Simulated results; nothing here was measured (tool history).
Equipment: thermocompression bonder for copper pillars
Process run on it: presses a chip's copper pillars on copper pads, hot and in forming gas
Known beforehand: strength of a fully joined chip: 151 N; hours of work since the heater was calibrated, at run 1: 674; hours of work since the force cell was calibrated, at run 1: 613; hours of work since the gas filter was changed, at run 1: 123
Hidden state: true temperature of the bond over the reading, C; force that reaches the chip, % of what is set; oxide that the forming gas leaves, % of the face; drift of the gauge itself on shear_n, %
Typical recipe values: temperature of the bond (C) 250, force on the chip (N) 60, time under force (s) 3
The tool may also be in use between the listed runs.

| run | hour | temperature of the bond (C) | force on the chip (N) | time under force (s) | hours of work since the heater was calibrated | hours of work since the force cell was calibrated | hours of work since the gas filter was changed | force that shears a chip off (N) |
|---|---|---|---|---|---|---|---|---|
| 1 | 0 | 250 | 60 | 3 | 674 | 613 | 123 | 82.1 |
| 2 | 24.8 | 250 | 60 | 3 | 694 | 632 | 143 | 83.1 |
| 3 | 73.5 | 250 | 88 | 3 | 732 | 670 | 181 | 107.6 |
| 4 | 126 | 250 | 88 | 3 | 773 | 712 | 222 | 107.2 |
| 5 | 176.9 | 250 | 88 | 3 | 813 | 752 | 262 | 107.4 |
| 6 | 235.5 | 250 | 88 | 3 | 859 | 798 | 308 | 105.4 |
| 7 | 291.6 | 250 | 81 | 3 | 904 | 842 | 352 | 101 |
| 8 | 339.7 | 250 | 60 | 8 | 941 | 880 | 390 | 109.2 |
|  | 361.2 | forming gas filter changed |
| 9 | 384.9 | 269 | 60 | 8 | 977 | 915 | 19 | 130.2 |
| 10 | 409.9 | 269 | 68 | 8 | 996 | 934 | 38 | 131.6 |
| 11 | 439.3 | 269 | 68 | 8 | 1019 | 958 | 61 | 133.6 |
| 12 | 480.9 | 269 | 68 | 8 | 1052 | 990 | 94 | 134.4 |
| 13 | 521.2 | 269 | 68 | 8 | 1084 | 1022 | 126 | 132.5 |
| 14 | 552.5 | 269 | 68 | 8 | 1108 | 1047 | 150 | 133.1 |
|  | 589.2 | heater calibrated with a thermocouple chip |
| 15 | 590.5 | 269 | 68 | 8 | 1 | 1075 | 179 | 126.8 |
| 16 | 625 | 250 | 79 | 3 | 28 | 1102 | 206 | 94.8 |
| 17 | 675.6 | 222 | 79 | 6 | 68 | 1142 | 246 | 84.5 |
| 18 | 700.1 | 231 | 57 | 6 | 87 | 1161 | 265 | 77.3 |
| 19 | 739.6 | 250 | 66 | 4 | 118 | 1192 | 296 | 91.1 |
|  | 755.1 | force cell calibrated |
| 20 | 784.6 | 275 | 71 | 4 | 152 | 23 | 330 | 109.1 |
| 21 | 832 | 275 | 71 | 4 | 190 | 60 | 367 | 109.1 |
|  | 881.6 | forming gas filter changed |
| 22 | 891.3 | 264 | 60 | 4 | 236 | 107 | 8 | 95.1 |
| 23 | 946.9 | 226 | 50 | 3 | 280 | 150 | 51 | 48.9 |
| 24 | 998.7 | 250 | 47 | 6 | 320 | 191 | 92 | 81.4 |
| 25 | 1035.7 | 274 | 77 | 7 | 349 | 220 | 121 | 131.1 |
| 26 | 1090.2 | 238 | 38 | 7 | 392 | 263 | 164 | 63.5 |
| 27 | 1125.7 | 238 | 38 | 7 | 420 | 291 | 192 | 64 |
| 28 | 1180.4 | 238 | 38 | 7 | 463 | 334 | 235 | 64.1 |

Alternative continuations, all from the tool just after run 28; predict every row:
| A | 1207.3 | 221 | 44 | 8 | 484 | 355 | 256 | ? |
| B | 1207.3 | 257 | 57 | 4 | 484 | 355 | 256 | ? |
| C | 1207.3 | 238 | 53 | 7 | 484 | 355 | 256 | ? |
| D | 1207.3 | 232 | 58 | 7 | 484 | 355 | 256 | ? |

| run | force that shears a chip off (N) |
|---|---|
| A | 62.3 |
| B | 89 |
| C | 81.4 |
| D | 84.2 |
Take away the tool's hidden state, keep each run's random variation, and the runs would have read:
| run | force that shears a chip off (N) |
|---|---|
| A | 57.3 |
| B | 84.1 |
| C | 76.3 |
| D | 78.9 |
